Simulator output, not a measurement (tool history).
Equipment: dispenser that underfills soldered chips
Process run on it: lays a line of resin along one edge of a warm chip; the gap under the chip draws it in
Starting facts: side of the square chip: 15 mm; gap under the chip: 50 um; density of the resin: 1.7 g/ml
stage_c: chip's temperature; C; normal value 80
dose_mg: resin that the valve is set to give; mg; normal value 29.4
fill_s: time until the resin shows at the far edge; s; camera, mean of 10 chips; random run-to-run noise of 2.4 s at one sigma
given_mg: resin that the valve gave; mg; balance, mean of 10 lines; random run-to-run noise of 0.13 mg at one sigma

run,hour,stage_c,dose_mg,fill_s,given_mg
1,0.0,80,29.4,362.1,28.79
# hour 2.4: new syringe of resin
2,7.1,80,29.4,292.9,28.65
3,12.2,83,29.4,306.8,28.53
# hour 14.0: new syringe of resin
4,17.4,80,29.4,281.4,28.38
5,24.9,80,29.4,378.2,28.37
# hour 25.9: new syringe of resin
6,31.1,80,35.6,285.1,34.27
# hour 37.6: new syringe of resin
7,39.2,80,35.6,254.0,34.29
8,42.9,80,29.4,298.1,27.88
9,47.3,80,29.4,356.3,27.92
# hour 49.6: new syringe of resin
10,52.4,68,34.2,518.3,32.46
11,60.6,80,34.5,371.8,32.63
# hour 61.5: new syringe of resin
12,67.5,90,31.6,197.6,29.78
13,71.7,90,31.6,225.4,30.02
# hour 73.8: new syringe of resin
14,78.2,86,35.3,217.6,33.41
15,83.5,86,28.7,281.9,26.86

Each row is a separate what-if for the run after 15, all from the same tool condition, not one after another. Results?
# hour 85.3: new syringe of resin
A,88.5,79,32.5,?,?
# hour 85.3: new syringe of resin
B,88.5,75,28.8,?,?
# hour 85.3: new syringe of resin
C,88.5,70,28.3,?,?
# hour 85.3: new syringe of resin
D,88.5,68,31.0,?,?
# hour 85.3: new syringe of resin
E,88.5,86,37.2,?,?

run,fill_s,given_mg
A,290.3,30.48
B,363.7,27.13
C,483.9,26.55
D,543.1,29.04
E,211.4,34.68
With the hidden condition removed and each run's random variation left untouched, the same runs would have given:
run,fill_s,given_mg
A,242.8,32.55
B,302.2,28.97
C,401.4,28.36
D,452.3,31.01
E,177.6,37.05
